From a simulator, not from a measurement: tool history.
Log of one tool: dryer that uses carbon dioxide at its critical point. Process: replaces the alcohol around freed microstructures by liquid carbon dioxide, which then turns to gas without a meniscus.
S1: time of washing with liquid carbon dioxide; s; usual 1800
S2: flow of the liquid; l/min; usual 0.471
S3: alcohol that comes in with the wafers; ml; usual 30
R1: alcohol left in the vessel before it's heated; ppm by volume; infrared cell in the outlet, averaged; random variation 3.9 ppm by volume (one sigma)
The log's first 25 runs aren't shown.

run,hour,S1,S2,S3,R1
26,781.7,1800,0.772,33,33
27,819.4,1800,0.772,33,34
28,839.1,1740,0.343,84,492
29,860.5,1800,0.664,48,38
30,878.0,1200,0.555,37,153
31,895.8,1380,0.322,54,1033
32,934.3,1800,0.471,47,74
33,976.2,1800,0.471,47,76
34,1008.4,1560,0.551,115,134
35,1034.4,2520,0.471,29,41
36,1060.9,1800,0.512,39,51
37,1100.3,1800,0.401,25,100
38,1132.8,2520,0.401,31,46
39,1174.2,2580,0.304,24,83
# hour 1182.6: inlet filter changed
40,1216.1,2580,0.304,24,65
41,1237.5,2580,0.304,24,66
42,1258.7,2580,0.304,24,68
43,1297.8,1800,0.472,34,61
44,1329.7,1800,0.472,34,61
45,1368.2,1800,0.472,53,80
46,1398.6,1800,0.472,53,79
47,1424.7,1800,0.472,53,83

Forecast each of these 4 alternatives for the next run:
A,1455.3,1680,0.295,53,?
B,1455.3,1800,0.471,46,?
C,1455.3,1800,0.669,41,?
D,1455.3,1440,0.776,30,?

run,R1
A,635
B,74
C,48
D,50
Without the tool's hidden state the same runs would have given:
run,R1
A,533
B,29
C,8
D,10
